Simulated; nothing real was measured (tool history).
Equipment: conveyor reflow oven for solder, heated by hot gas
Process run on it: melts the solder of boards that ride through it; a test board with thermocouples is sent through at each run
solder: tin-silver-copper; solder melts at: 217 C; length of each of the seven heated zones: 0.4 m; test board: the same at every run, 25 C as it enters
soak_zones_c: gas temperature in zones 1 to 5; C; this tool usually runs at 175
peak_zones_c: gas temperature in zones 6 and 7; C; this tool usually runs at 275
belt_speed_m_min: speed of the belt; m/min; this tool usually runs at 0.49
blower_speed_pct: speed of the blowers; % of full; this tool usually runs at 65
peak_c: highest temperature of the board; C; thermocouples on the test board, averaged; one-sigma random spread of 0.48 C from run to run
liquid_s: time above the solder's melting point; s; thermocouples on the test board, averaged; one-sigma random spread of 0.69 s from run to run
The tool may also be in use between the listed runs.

Run 1, day 0: usual settings. Result: peak_c 255.1 C, liquid_s 76 s.
Run 2, day 1.254: usual settings. Result: peak_c 254.7 C, liquid_s 74 s.
Run 3, day 2.504: usual settings. Result: peak_c 253.6 C, liquid_s 75.1 s.
At day 2.975: belt drive overhauled, speed set with a stopwatch.
Run 4, day 3.458: usual settings. Result: peak_c 253.6 C, liquid_s 72.6 s.
Run 5, day 4.708: usual settings. Result: peak_c 254 C, liquid_s 73.6 s.
Run 6, day 5.529: usual settings but soak_zones_c 176 C. Result: peak_c 253.6 C, liquid_s 72.9 s.
Run 7, day 6.308: usual settings but soak_zones_c 176 C. Result: peak_c 252 C, liquid_s 72.5 s.
Run 8, day 7.129: usual settings but soak_zones_c 176 C. Result: peak_c 253.8 C, liquid_s 74.1 s.
Run 9, day 8.342: usual settings. Result: peak_c 252.2 C, liquid_s 72.5 s.
Run 10, day 9.129: usual settings but soak_zones_c 161 C, blower_speed_pct 77 % of full. Result: peak_c 252.3 C, liquid_s 66.8 s.
Run 11, day 10.175: usual settings but soak_zones_c 161 C, belt_speed_m_min 0.458 m/min, blower_speed_pct 74 % of full. Result: peak_c 253.9 C, liquid_s 75.3 s.
Run 12, day 11.167: usual settings but soak_zones_c 179 C, peak_zones_c 268 C, belt_speed_m_min 0.458 m/min, blower_speed_pct 74 % of full. Result: peak_c 250.7 C, liquid_s 79.4 s.
At day 12.283: flux residue cleaned out of gas plates and filters.
Run 13, day 12.283: usual settings but peak_zones_c 289 C, belt_speed_m_min 0.432 m/min. Result: peak_c 272.4 C, liquid_s 100.8 s.
Run 14, day 12.996: usual settings but peak_zones_c 289 C, belt_speed_m_min 0.432 m/min. Result: peak_c 272.3 C, liquid_s 101.3 s.
Run 15, day 13.529: usual settings but peak_zones_c 289 C, belt_speed_m_min 0.432 m/min. Result: peak_c 272.7 C, liquid_s 101.7 s.
Run 16, day 14.042: usual settings but peak_zones_c 289 C, belt_speed_m_min 0.432 m/min. Result: peak_c 272.7 C, liquid_s 101.2 s.
Run 17, day 14.6: usual settings but peak_zones_c 289 C, belt_speed_m_min 0.517 m/min, blower_speed_pct 88 % of full. Result: peak_c 272.2 C, liquid_s 83.7 s.
Run 18, day 15.171: usual settings but peak_zones_c 289 C, belt_speed_m_min 0.517 m/min, blower_speed_pct 88 % of full. Result: peak_c 272 C, liquid_s 82.9 s.

Consider 4 possible next runs. They are alternatives, not a sequence: every one starts from the tool as it was left by run 18. What does each give?
Run A, day 16.329: usual settings but blower_speed_pct 53 % of full. Result: peak_c ?, liquid_s ?.
Run B, day 16.329: usual settings but soak_zones_c 182 C. Result: peak_c ?, liquid_s ?.
Run C, day 16.329: usual settings but peak_zones_c 265 C. Result: peak_c ?, liquid_s ?.
Run D, day 16.329: usual settings but peak_zones_c 280 C, belt_speed_m_min 0.573 m/min, blower_speed_pct 50 % of full. Result: peak_c ?, liquid_s ?.

run  peak_c  liquid_s
  A   252.1      72.2
  B     257      81.5
  C     247      68.5
  D   247.6      55.9
Had the tool no hidden state, the same runs would have come out as:
run  peak_c  liquid_s
  A   254.1      74.1
  B   259.1      82.9
  C     249      70.5
  D   249.6      57.8
